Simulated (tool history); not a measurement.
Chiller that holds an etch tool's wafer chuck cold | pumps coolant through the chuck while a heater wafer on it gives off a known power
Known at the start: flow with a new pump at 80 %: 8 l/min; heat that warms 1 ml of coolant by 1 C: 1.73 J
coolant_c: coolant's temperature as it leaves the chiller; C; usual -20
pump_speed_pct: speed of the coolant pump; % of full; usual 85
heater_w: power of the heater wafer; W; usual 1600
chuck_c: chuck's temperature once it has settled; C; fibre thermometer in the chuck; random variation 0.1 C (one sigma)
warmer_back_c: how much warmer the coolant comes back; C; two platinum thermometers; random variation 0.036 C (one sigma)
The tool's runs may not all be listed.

run,day,coolant_c,pump_speed_pct,heater_w,chuck_c,warmer_back_c
1,0.000,-20,85,1600,-0.5,6.56
2,1.496,-20,85,1600,-0.5,6.48
3,3.538,-20,85,1600,-0.4,6.47
4,5.392,-24,85,1600,-4.5,6.45
5,7.379,-24,85,1600,-4.6,6.43
6,8.704,-24,85,1600,-4.5,6.42
7,10.538,-12,85,1600,7.4,6.44
8,13.375,-12,85,1600,7.5,6.43
9,16.204,-12,85,1600,7.3,6.36
10,18.588,-20,85,1600,-0.7,6.47
11,21.662,-20,85,1600,-0.4,6.44
12,24.362,-12,85,1600,7.3,6.38
13,27.579,-29,85,1600,-9.5,6.35
14,29.079,-28,85,1600,-8.6,6.40
15,32.379,-28,85,1600,-8.5,6.35
16,33.808,-28,85,1600,-8.6,6.27
17,36.304,-28,85,1600,-8.7,6.34
18,37.900,-28,85,1600,-8.5,6.27
# day 39.233: chiller's thermometer calibrated
19,40.379,-20,87,918,-8.9,3.47
20,43.458,-23,65,1600,1.1,8.60
21,45.442,-13,67,1600,10.6,8.26
22,48.700,-20,86,1166,-6.1,4.48
23,51.388,-20,85,1636,-0.2,6.43
24,53.183,-24,67,1636,0.2,8.42
25,56.267,-20,86,1600,-0.6,6.18
26,58.925,-20,86,1600,-0.7,6.10
# day 61.062: gauge calibrated
27,61.475,-22,85,1600,-2.6,6.50
28,62.912,-13,67,1838,14.1,9.70
29,66.021,-13,67,1838,14.1,9.63
30,69.012,-28,85,907,-16.9,3.65
31,72.054,-16,97,1600,1.5,5.55

4 ways to go on from here, each from the tool as it stands after run 31. What would each give?
A,73.533,-21,97,1600,?,?
B,73.533,-12,74,1893,?,?
C,73.533,-16,97,2069,?,?
D,73.533,-20,86,1021,?,?

run,chuck_c,warmer_back_c
A,-3.5,5.52
B,13.7,8.86
C,6.7,7.14
D,-7.8,4.04
Without the tool's hidden state the same runs would have given:
run,chuck_c,warmer_back_c
A,-3.5,5.56
B,13.6,8.91
C,6.7,7.18
D,-7.9,4.09

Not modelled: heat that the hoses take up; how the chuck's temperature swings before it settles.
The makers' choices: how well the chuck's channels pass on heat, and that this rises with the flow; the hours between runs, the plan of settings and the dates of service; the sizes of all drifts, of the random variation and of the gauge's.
